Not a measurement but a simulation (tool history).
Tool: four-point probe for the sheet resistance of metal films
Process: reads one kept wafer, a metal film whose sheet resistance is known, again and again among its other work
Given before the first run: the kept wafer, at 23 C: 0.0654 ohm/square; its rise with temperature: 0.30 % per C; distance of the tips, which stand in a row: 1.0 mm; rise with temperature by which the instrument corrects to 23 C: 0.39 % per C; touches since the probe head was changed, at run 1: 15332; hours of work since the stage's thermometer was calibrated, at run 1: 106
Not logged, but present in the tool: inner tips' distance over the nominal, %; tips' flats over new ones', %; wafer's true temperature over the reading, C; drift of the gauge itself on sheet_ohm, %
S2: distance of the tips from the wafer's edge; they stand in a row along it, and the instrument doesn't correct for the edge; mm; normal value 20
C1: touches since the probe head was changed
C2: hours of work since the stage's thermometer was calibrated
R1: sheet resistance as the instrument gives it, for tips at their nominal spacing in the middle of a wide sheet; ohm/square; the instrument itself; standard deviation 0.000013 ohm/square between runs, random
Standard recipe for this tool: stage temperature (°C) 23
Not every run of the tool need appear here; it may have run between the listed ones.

{"run": 1, "day": 0.0, "stage temperature (°C)": 23, "S2": 20, "C1": 15332, "C2": 106, "R1": 0.065067}
{"run": 2, "day": 1.525, "stage temperature (°C)": 23, "S2": 3, "C1": 16233, "C2": 126, "R1": 0.068612}
{"run": 3, "day": 3.075, "stage temperature (°C)": 23, "S2": 42, "C1": 17149, "C2": 146, "R1": 0.064979}
{"run": 4, "day": 3.896, "stage temperature (°C)": 23, "S2": 42, "C1": 17635, "C2": 156, "R1": 0.064977}
{"run": 5, "day": 5.529, "stage temperature (°C)": 23, "S2": 42, "C1": 18600, "C2": 177, "R1": 0.06497}
{"run": 6, "day": 7.254, "stage temperature (°C)": 23, "S2": 42, "C1": 19620, "C2": 199, "R1": 0.064979}
{"run": 7, "day": 8.792, "stage temperature (°C)": 23, "S2": 42, "C1": 20529, "C2": 218, "R1": 0.064957}
{"run": 8, "day": 9.833, "stage temperature (°C)": 23, "S2": 42, "C1": 21145, "C2": 232, "R1": 0.064944}
{"run": 9, "day": 11.229, "stage temperature (°C)": 23, "S2": 42, "C1": 21968, "C2": 250, "R1": 0.064941}
{"run": 10, "day": 12.05, "stage temperature (°C)": 23, "S2": 42, "C1": 22454, "C2": 260, "R1": 0.064933}
{"run": 11, "day": 12.921, "stage temperature (°C)": 23, "S2": 42, "C1": 22969, "C2": 271, "R1": 0.064925}
{"run": 12, "day": 14.062, "stage temperature (°C)": 23, "S2": 42, "C1": 23645, "C2": 286, "R1": 0.064916}
{"run": 13, "day": 14.9, "stage temperature (°C)": 23, "S2": 67, "C1": 24140, "C2": 296, "R1": 0.064917}
{"run": 14, "day": 15.95, "stage temperature (°C)": 23, "S2": 67, "C1": 24759, "C2": 310, "R1": 0.06491}
{"run": 15, "day": 17.233, "stage temperature (°C)": 19, "S2": 20, "C1": 25518, "C2": 326, "R1": 0.065198}
{"run": 16, "day": 18.267, "stage temperature (°C)": 19, "S2": 20, "C1": 26128, "C2": 339, "R1": 0.065194}
{"run": 17, "day": 19.096, "stage temperature (°C)": 19, "S2": 20, "C1": 26620, "C2": 350, "R1": 0.065191}
{"day": 19.279, "done": "stage's thermometer calibrated"}
{"run": 18, "day": 19.875, "stage temperature (°C)": 23, "S2": 8, "C1": 27067, "C2": 8, "R1": 0.065398}
{"run": 19, "day": 21.029, "stage temperature (°C)": 23, "S2": 8, "C1": 27750, "C2": 22, "R1": 0.065399}
{"run": 20, "day": 21.85, "stage temperature (°C)": 23, "S2": 8, "C1": 28235, "C2": 33, "R1": 0.065391}
{"day": 23.125, "done": "stage's thermometer calibrated, once more"}
{"run": 21, "day": 23.5, "stage temperature (°C)": 23, "S2": 5, "C1": 29197, "C2": 5, "R1": 0.066213}
{"run": 22, "day": 24.521, "stage temperature (°C)": 23, "S2": 5, "C1": 29802, "C2": 18, "R1": 0.066236}
{"run": 23, "day": 26.317, "stage temperature (°C)": 23, "S2": 20, "C1": 30864, "C2": 41, "R1": 0.064947}
{"run": 24, "day": 28.121, "stage temperature (°C)": 21, "S2": 20, "C1": 31929, "C2": 64, "R1": 0.065048}
{"run": 25, "day": 29.688, "stage temperature (°C)": 34, "S2": 5, "C1": 32857, "C2": 84, "R1": 0.065561}
{"run": 26, "day": 31.058, "stage temperature (°C)": 29, "S2": 6, "C1": 33667, "C2": 101, "R1": 0.065436}
{"run": 27, "day": 32.542, "stage temperature (°C)": 26, "S2": 60, "C1": 34543, "C2": 120, "R1": 0.064642}
{"run": 28, "day": 33.658, "stage temperature (°C)": 34, "S2": 20, "C1": 35202, "C2": 134, "R1": 0.06428}
{"run": 29, "day": 34.742, "stage temperature (°C)": 19, "S2": 4, "C1": 35844, "C2": 148, "R1": 0.067153}
{"run": 30, "day": 36.358, "stage temperature (°C)": 19, "S2": 4, "C1": 36800, "C2": 169, "R1": 0.06713}
{"run": 31, "day": 37.804, "stage temperature (°C)": 19, "S2": 30, "C1": 37653, "C2": 187, "R1": 0.065045}
{"run": 32, "day": 39.138, "stage temperature (°C)": 32, "S2": 23, "C1": 38441, "C2": 204, "R1": 0.064346}
{"run": 33, "day": 39.971, "stage temperature (°C)": 31, "S2": 10, "C1": 38934, "C2": 215, "R1": 0.064665}
{"run": 34, "day": 41.567, "stage temperature (°C)": 22, "S2": 32, "C1": 39878, "C2": 235, "R1": 0.064843}
{"run": 35, "day": 42.925, "stage temperature (°C)": 22, "S2": 3, "C1": 40680, "C2": 252, "R1": 0.068439}
{"run": 36, "day": 44.046, "stage temperature (°C)": 31, "S2": 3, "C1": 41343, "C2": 267, "R1": 0.067903}
{"run": 37, "day": 45.1, "stage temperature (°C)": 32, "S2": 70, "C1": 41967, "C2": 280, "R1": 0.064225}
{"run": 38, "day": 46.258, "stage temperature (°C)": 25, "S2": 29, "C1": 42651, "C2": 295, "R1": 0.064633}
{"run": 39, "day": 47.221, "stage temperature (°C)": 25, "S2": 29, "C1": 43219, "C2": 307, "R1": 0.064635}
{"run": 40, "day": 48.412, "stage temperature (°C)": 23, "S2": 53, "C1": 43924, "C2": 322, "R1": 0.064705}
{"run": 41, "day": 50.171, "stage temperature (°C)": 32, "S2": 39, "C1": 44965, "C2": 345, "R1": 0.0642}
{"run": 42, "day": 51.383, "stage temperature (°C)": 25, "S2": 9, "C1": 45680, "C2": 360, "R1": 0.065009}
{"run": 43, "day": 53.162, "stage temperature (°C)": 21, "S2": 3, "C1": 46731, "C2": 383, "R1": 0.068431}
{"run": 44, "day": 54.375, "stage temperature (°C)": 21, "S2": 3, "C1": 47449, "C2": 398, "R1": 0.068428}
{"run": 45, "day": 55.588, "stage temperature (°C)": 26, "S2": 31, "C1": 48164, "C2": 414, "R1": 0.06451}
{"run": 46, "day": 56.733, "stage temperature (°C)": 26, "S2": 7, "C1": 48843, "C2": 428, "R1": 0.065195}

Results for each run, recomputed without the tool's hidden state and with each run's random variation untouched:
run=1 R1=0.065475
run=2 R1=0.069051
run=3 R1=0.065407
run=4 R1=0.065411
run=5 R1=0.065414
run=6 R1=0.065436
run=7 R1=0.065424
run=8 R1=0.065419
run=9 R1=0.065426
run=10 R1=0.065422
run=11 R1=0.065421
run=12 R1=0.065420
run=13 R1=0.065426
run=14 R1=0.065425
run=15 R1=0.065725
run=16 R1=0.065727
run=17 R1=0.065730
run=18 R1=0.065949
run=19 R1=0.065958
run=20 R1=0.065956
run=21 R1=0.066750
run=22 R1=0.066781
run=23 R1=0.065494
run=24 R1=0.065608
run=25 R1=0.066135
run=26 R1=0.066019
run=27 R1=0.065228
run=28 R1=0.064872
run=29 R1=0.067776
run=30 R1=0.067765
run=31 R1=0.065672
run=32 R1=0.064976
run=33 R1=0.065303
run=34 R1=0.065494
run=35 R1=0.069133
run=36 R1=0.068599
run=37 R1=0.064893
run=38 R1=0.065313
run=39 R1=0.065322
run=40 R1=0.065402
run=41 R1=0.064902
run=42 R1=0.065728
run=43 R1=0.069197
run=44 R1=0.069203
run=45 R1=0.065252
run=46 R1=0.065953
